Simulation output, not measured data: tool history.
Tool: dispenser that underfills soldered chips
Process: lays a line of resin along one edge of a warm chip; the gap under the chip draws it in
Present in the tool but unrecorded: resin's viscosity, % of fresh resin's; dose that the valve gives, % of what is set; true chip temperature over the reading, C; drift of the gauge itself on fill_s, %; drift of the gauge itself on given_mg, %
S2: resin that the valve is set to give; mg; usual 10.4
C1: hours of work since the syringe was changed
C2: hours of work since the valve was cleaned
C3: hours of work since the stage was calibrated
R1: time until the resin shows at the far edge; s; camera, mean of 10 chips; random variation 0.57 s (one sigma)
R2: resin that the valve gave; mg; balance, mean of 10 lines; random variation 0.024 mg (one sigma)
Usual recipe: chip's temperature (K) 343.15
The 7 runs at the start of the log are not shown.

At hour 24.6: new syringe of resin.
Run 8, hour 25.7: usual settings but chip's temperature (K) 351.15; C1 1; C2 26; C3 33. Result: R1 35.2 s, R2 10.30 mg.
Run 9, hour 30.6: usual settings but chip's temperature (K) 351.15; C1 4; C2 29; C3 36. Result: R1 38.4 s, R2 10.28 mg.
Run 10, hour 33.8: usual settings but chip's temperature (K) 351.15; C1 6; C2 31; C3 38. Result: R1 41.5 s, R2 10.26 mg.
Run 11, hour 38.1: usual settings but chip's temperature (K) 351.15; C1 8; C2 34; C3 40. Result: R1 44.2 s, R2 10.22 mg.
At hour 39.9: new syringe of resin.
Run 12, hour 43.1: usual settings but S2 10.1 mg; C1 2; C2 36; C3 43. Result: R1 53.0 s, R2 9.93 mg.
Run 13, hour 45.4: usual settings but S2 10.1 mg; C1 3; C2 38; C3 45. Result: R1 55.2 s, R2 9.86 mg.
Run 14, hour 49.4: usual settings; C1 6; C2 40; C3 47. Result: R1 58.3 s, R2 10.20 mg.
Run 15, hour 51.7: usual settings; C1 7; C2 42; C3 48. Result: R1 60.9 s, R2 10.22 mg.
At hour 55.5: new syringe of resin.
Run 16, hour 56.4: usual settings but chip's temperature (K) 350.15; C1 1; C2 44; C3 51. Result: R1 35.7 s, R2 10.18 mg.
Run 17, hour 61.0: usual settings but S2 9.0 mg; C1 3; C2 47; C3 54. Result: R1 57.7 s, R2 8.85 mg.
Run 18, hour 66.4: usual settings but S2 9.0 mg; C1 7; C2 50; C3 57. Result: R1 64.5 s, R2 8.80 mg.
At hour 71.1: new syringe of resin.
Run 19, hour 71.9: usual settings but chip's temperature (K) 355.15, S2 9.4 mg; C1 1; C2 54; C3 60. Result: R1 29.2 s, R2 9.16 mg.
Run 20, hour 77.2: usual settings but chip's temperature (K) 346.15, S2 9.4 mg; C1 4; C2 57; C3 64. Result: R1 50.6 s, R2 9.12 mg.
Run 21, hour 80.9: usual settings but chip's temperature (K) 349.15, S2 9.4 mg; C1 6; C2 59; C3 66. Result: R1 45.4 s, R2 9.10 mg.
Run 22, hour 84.6: usual settings but chip's temperature (K) 349.15, S2 9.4 mg; C1 8; C2 61; C3 68. Result: R1 49.4 s, R2 9.14 mg.
At hour 86.5: new syringe of resin.
Run 23, hour 90.3: usual settings but S2 13.4 mg; C1 2; C2 65; C3 72. Result: R1 50.8 s, R2 12.95 mg.
Run 24, hour 95.8: usual settings but S2 12.3 mg; C1 6; C2 68; C3 75. Result: R1 56.0 s, R2 11.85 mg.
Run 25, hour 98.1: usual settings but S2 12.3 mg; C1 7; C2 70; C3 76. Result: R1 59.7 s, R2 11.91 mg.
At hour 99.6: dispensing valve cleaned and set on the balance.
Run 26, hour 102.2: usual settings but S2 10.5 mg; C1 9; C2 2; C3 78. Result: R1 66.0 s, R2 10.47 mg.
At hour 103.0: new syringe of resin.
Run 27, hour 106.6: usual settings but S2 10.5 mg; C1 2; C2 4; C3 81. Result: R1 53.1 s, R2 10.45 mg.
Run 28, hour 109.4: usual settings but S2 10.5 mg; C1 4; C2 6; C3 82. Result: R1 55.6 s, R2 10.46 mg.
Run 29, hour 113.4: usual settings but S2 10.5 mg; C1 6; C2 8; C3 85. Result: R1 59.4 s, R2 10.47 mg.
At hour 118.4: new syringe of resin.
Run 30, hour 118.8: usual settings but S2 10.5 mg; C1 0; C2 11; C3 88. Result: R1 49.7 s, R2 10.46 mg.
Run 31, hour 121.7: usual settings but S2 13.0 mg; C1 2; C2 13; C3 90. Result: R1 49.6 s, R2 12.90 mg.
Run 32, hour 126.5: usual settings but chip's temperature (K) 350.15, S2 12.5 mg; C1 5; C2 16; C3 93. Result: R1 39.6 s, R2 12.39 mg.

Predict the results of run 33:
Run 33, hour 128.9: usual settings but chip's temperature (K) 350.15, S2 12.5 mg; C1 6; C2 18; C3 94. Result: R1 ?, R2 ?.

{"run 33": {"R1": 41.8, "R2": 12.34}}
On a tool with no hidden condition, and with the same random variation, this run would have come out at R1 33.9 s, R2 12.45 mg.
